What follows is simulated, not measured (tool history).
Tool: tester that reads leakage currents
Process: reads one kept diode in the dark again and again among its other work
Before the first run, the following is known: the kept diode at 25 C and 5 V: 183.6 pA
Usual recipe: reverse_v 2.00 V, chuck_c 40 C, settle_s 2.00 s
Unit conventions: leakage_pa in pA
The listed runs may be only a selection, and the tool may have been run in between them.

| run | day | reverse_v | chuck_c | settle_s | leakage_pa |
|---|---|---|---|---|---|
| 1 | 0.000 | 2.00 | 40 | 2.00 | 456.11 |
| 2 | 10.829 | 18.12 | 40 | 2.00 | 1050.61 |
| 3 | 17.425 | 18.12 | 40 | 2.00 | 1030.43 |
|  | 20.288 | probe card cleaned and baked |
| 4 | 27.033 | 18.12 | 40 | 2.00 | 1007.49 |
| 5 | 38.083 | 18.12 | 40 | 2.00 | 976.22 |
|  | 42.288 | chuck's temperature calibrated |
| 6 | 46.596 | 18.12 | 40 | 2.00 | 1089.43 |
|  | 49.492 | probe card cleaned and baked, once more |
| 7 | 52.475 | 2.00 | 40 | 2.00 | 446.90 |
| 8 | 59.500 | 2.00 | 40 | 2.00 | 436.71 |
| 9 | 69.800 | 2.00 | 40 | 2.00 | 424.85 |
| 10 | 75.442 | 2.00 | 40 | 2.00 | 419.45 |
| 11 | 85.421 | 2.00 | 40 | 2.00 | 407.22 |
|  | 88.679 | chuck's temperature calibrated |
| 12 | 90.838 | 1.24 | 40 | 3.21 | 385.72 |
| 13 | 100.279 | 1.24 | 40 | 3.21 | 374.41 |
| 14 | 111.625 | 4.60 | 40 | 7.70 | 604.56 |
| 15 | 122.196 | 7.93 | 37 | 0.46 | 570.44 |
| 16 | 132.346 | 2.00 | 28 | 4.40 | 150.10 |
|  | 135.300 | chuck's temperature calibrated |
| 17 | 138.625 | 5.21 | 28 | 4.40 | 245.70 |
| 18 | 148.500 | 3.53 | 26 | 9.35 | 172.29 |
| 19 | 158.142 | 3.53 | 26 | 9.35 | 166.91 |
| 20 | 169.004 | 3.33 | 40 | 3.52 | 516.34 |
| 21 | 173.992 | 1.62 | 52 | 0.42 | 973.95 |

Below are 4 alternative next runs, each starting from the tool's condition after run 21. Predict each:
|  | 181.658 | chuck's temperature calibrated |
| A | 184.279 | 4.71 | 41 | 3.92 | ? |
|  | 181.658 | chuck's temperature calibrated |
| B | 184.279 | 14.62 | 37 | 0.57 | ? |
|  | 181.658 | chuck's temperature calibrated |
| C | 184.279 | 4.81 | 30 | 4.65 | ? |
|  | 181.658 | chuck's temperature calibrated |
| D | 184.279 | 13.95 | 48 | 0.96 | ? |

| run | leakage_pa |
|---|---|
| A | 697.48 |
| B | 787.07 |
| C | 284.55 |
| D | 1837.40 |
With the hidden condition removed and each run's random variation left untouched, the same runs would have given:
| run | leakage_pa |
|---|---|
| A | 689.04 |
| B | 775.96 |
| C | 280.79 |
| D | 1813.96 |
